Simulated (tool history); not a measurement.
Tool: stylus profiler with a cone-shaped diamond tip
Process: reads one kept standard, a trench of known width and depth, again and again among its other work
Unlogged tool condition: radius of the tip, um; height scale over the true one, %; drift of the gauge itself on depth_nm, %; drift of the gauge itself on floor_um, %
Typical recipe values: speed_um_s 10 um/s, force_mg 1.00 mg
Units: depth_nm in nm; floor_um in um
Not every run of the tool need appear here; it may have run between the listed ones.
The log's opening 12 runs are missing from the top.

run	hour	speed_um_s	force_mg	scans with this tip	hours of work since the height scale was calibrated	depth_nm	floor_um
# hour 511.2: height scale calibrated on a step standard, once more
13	552.8	10	1.00	7490	27	200.67	96.62
14	610.8	10	1.00	7667	64	200.62	96.60
15	660.8	10	1.00	7821	97	200.67	96.57
16	699.4	10	1.00	7939	121	200.54	96.53
17	744.0	10	1.00	8075	150	200.71	96.54
18	794.9	10	1.00	8231	183	200.66	96.57
19	863.3	16	1.88	8441	227	200.86	96.60
20	891.4	16	1.88	8527	245	201.05	96.55
21	947.8	16	1.88	8699	282	201.09	96.49
22	990.3	16	1.88	8830	309	200.90	96.52
23	1059.0	16	1.88	9040	353	200.90	96.50
24	1127.7	16	1.88	9250	398	200.75	96.53
25	1159.8	16	0.63	9349	419	200.29	96.41
26	1192.7	16	0.63	9450	440	200.14	96.46
27	1231.5	3	0.98	9568	465	200.47	96.49
28	1274.4	22	1.43	9700	492	200.38	96.43

Forecast run 29:
29	1338.0	3	1.83	9894	534	?	?

{"run 29": {"depth_nm": 200.79, "floor_um": 96.51}}
Minus the tool's unlogged condition, the same run would have read depth_nm 201.22 nm, floor_um 97.18 um.
